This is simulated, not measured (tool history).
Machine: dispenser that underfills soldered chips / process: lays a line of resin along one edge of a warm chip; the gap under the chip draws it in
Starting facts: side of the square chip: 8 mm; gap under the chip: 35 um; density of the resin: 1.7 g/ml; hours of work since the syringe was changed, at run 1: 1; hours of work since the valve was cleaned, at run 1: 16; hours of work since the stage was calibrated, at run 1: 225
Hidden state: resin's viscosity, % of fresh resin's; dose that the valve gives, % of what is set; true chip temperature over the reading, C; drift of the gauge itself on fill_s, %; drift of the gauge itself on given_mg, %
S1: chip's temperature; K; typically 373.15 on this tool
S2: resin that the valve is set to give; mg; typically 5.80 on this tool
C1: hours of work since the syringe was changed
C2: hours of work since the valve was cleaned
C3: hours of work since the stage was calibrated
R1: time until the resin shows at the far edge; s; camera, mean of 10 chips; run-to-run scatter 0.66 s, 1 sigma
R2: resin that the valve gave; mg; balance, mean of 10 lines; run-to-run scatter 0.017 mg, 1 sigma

run 1 hour=0.0 | S1=373.15 S2=5.80 | C1=1 C2=16 C3=225 | R1=61.1 R2=5.73
run 2 hour=7.2 | S1=373.15 S2=5.80 | C1=6 C2=20 C3=229 | R1=84.2 R2=5.73
-- hour=9.5 new syringe of resin
run 3 hour=14.3 | S1=373.15 S2=5.80 | C1=3 C2=25 C3=234 | R1=72.2 R2=5.70
-- hour=21.2 new syringe of resin
run 4 hour=27.0 | S1=373.15 S2=6.48 | C1=4 C2=33 C3=242 | R1=73.3 R2=6.34
-- hour=32.7 new syringe of resin
run 5 hour=36.2 | S1=373.15 S2=6.48 | C1=2 C2=39 C3=248 | R1=66.8 R2=6.33
-- hour=43.9 new syringe of resin
run 6 hour=51.7 | S1=373.15 S2=5.80 | C1=5 C2=49 C3=258 | R1=77.9 R2=5.61
-- hour=55.5 new syringe of resin
run 7 hour=60.4 | S1=373.15 S2=5.80 | C1=3 C2=54 C3=263 | R1=71.4 R2=5.59
-- hour=66.7 new syringe of resin
run 8 hour=68.7 | S1=373.15 S2=5.80 | C1=1 C2=59 C3=268 | R1=62.4 R2=5.62
-- hour=77.2 new syringe of resin
run 9 hour=79.4 | S1=373.15 S2=5.80 | C1=1 C2=66 C3=275 | R1=64.6 R2=5.53
run 10 hour=86.6 | S1=373.15 S2=5.80 | C1=6 C2=71 C3=280 | R1=89.4 R2=5.58
-- hour=88.0 new syringe of resin
-- hour=92.5 dispensing valve cleaned and set on the balance
-- hour=99.8 new syringe of resin
run 11 hour=102.5 | S1=373.15 S2=5.80 | C1=2 C2=6 C3=289 | R1=64.4 R2=5.78
-- hour=111.0 new syringe of resin
run 12 hour=111.4 | S1=373.15 S2=5.80 | C1=0 C2=12 C3=295 | R1=57.6 R2=5.74
-- hour=121.6 new syringe of resin
run 13 hour=123.1 | S1=373.15 S2=5.52 | C1=1 C2=19 C3=302 | R1=62.8 R2=5.44
-- hour=133.1 new syringe of resin
run 14 hour=134.6 | S1=373.15 S2=5.52 | C1=1 C2=27 C3=310 | R1=61.9 R2=5.43
-- hour=144.4 new syringe of resin
run 15 hour=145.1 | S1=373.15 S2=5.52 | C1=0 C2=33 C3=316 | R1=58.6 R2=5.42
-- hour=155.0 new syringe of resin
run 16 hour=158.1 | S1=373.15 S2=5.41 | C1=2 C2=42 C3=325 | R1=67.1 R2=5.29
-- hour=166.0 new syringe of resin
run 17 hour=174.6 | S1=371.15 S2=7.00 | C1=6 C2=52 C3=335 | R1=87.5 R2=6.76
-- hour=177.2 new syringe of resin
-- hour=188.0 new syringe of resin
run 18 hour=189.9 | S1=367.15 S2=5.46 | C1=1 C2=62 C3=345 | R1=82.6 R2=5.25
-- hour=198.9 new syringe of resin
run 19 hour=205.1 | S1=373.15 S2=6.44 | C1=4 C2=72 C3=354 | R1=73.9 R2=6.17
-- hour=209.4 new syringe of resin
-- hour=210.4 dispensing valve cleaned and set on the balance
run 20 hour=219.3 | S1=367.15 S2=5.66 | C1=6 C2=6 C3=363 | R1=106.1 R2=5.65
-- hour=220.9 new syringe of resin
run 21 hour=226.7 | S1=367.15 S2=5.66 | C1=4 C2=10 C3=368 | R1=95.7 R2=5.64
-- hour=231.5 new syringe of resin
run 22 hour=236.0 | S1=367.15 S2=5.66 | C1=3 C2=16 C3=373 | R1=89.3 R2=5.62
-- hour=242.1 new syringe of resin
run 23 hour=243.9 | S1=361.15 S2=6.55 | C1=1 C2=21 C3=378 | R1=102.8 R2=6.49
-- hour=253.1 new syringe of resin
run 24 hour=253.1 | S1=375.15 S2=6.84 | C1=0 C2=27 C3=384 | R1=51.7 R2=6.75
-- hour=263.7 new syringe of resin
run 25 hour=268.0 | S1=375.15 S2=4.97 | C1=3 C2=37 C3=394 | R1=63.4 R2=4.89
-- hour=275.1 new syringe of resin
run 26 hour=282.1 | S1=370.15 S2=7.36 | C1=5 C2=46 C3=403 | R1=85.2 R2=7.17
-- hour=286.9 new syringe of resin
run 27 hour=294.9 | S1=374.15 S2=6.58 | C1=5 C2=54 C3=411 | R1=77.7 R2=6.36
-- hour=297.7 new syringe of resin
run 28 hour=307.3 | S1=374.15 S2=6.58 | C1=6 C2=62 C3=419 | R1=80.5 R2=6.34
-- hour=308.9 new syringe of resin
-- hour=319.3 new syringe of resin
run 29 hour=320.0 | S1=361.15 S2=5.85 | C1=0 C2=70 C3=427 | R1=98.7 R2=5.59

Below, each run's measurement less what the same run would have read without the hidden state. Both values contain the same run-to-run variation, but the gauge's scatter may not be the same in both:
run=1 R1=+1.7 R2=-0.05
run=2 R1=+24.2 R2=-0.07
run=3 R1=+12.6 R2=-0.09
run=4 R1=+14.7 R2=-0.13
run=5 R1=+8.1 R2=-0.15
run=6 R1=+20.9 R2=-0.17
run=7 R1=+12.5 R2=-0.19
run=8 R1=+3.4 R2=-0.21
run=9 R1=+4.6 R2=-0.23
run=10 R1=+28.4 R2=-0.25
run=11 R1=+5.8 R2=-0.03
run=12 R1=-1.2 R2=-0.04
run=13 R1=+2.5 R2=-0.07
run=14 R1=+1.9 R2=-0.09
run=15 R1=-1.0 R2=-0.11
run=16 R1=+6.1 R2=-0.14
run=17 R1=+24.5 R2=-0.22
run=18 R1=+6.7 R2=-0.21
run=19 R1=+15.3 R2=-0.27
run=20 R1=+29.9 R2=-0.01
run=21 R1=+17.5 R2=-0.02
run=22 R1=+12.3 R2=-0.05
run=23 R1=+3.7 R2=-0.07
run=24 R1=-2.4 R2=-0.09
run=25 R1=+7.7 R2=-0.09
run=26 R1=+18.3 R2=-0.18
run=27 R1=+21.2 R2=-0.20
run=28 R1=+24.7 R2=-0.23
run=29 R1=-2.4 R2=-0.23

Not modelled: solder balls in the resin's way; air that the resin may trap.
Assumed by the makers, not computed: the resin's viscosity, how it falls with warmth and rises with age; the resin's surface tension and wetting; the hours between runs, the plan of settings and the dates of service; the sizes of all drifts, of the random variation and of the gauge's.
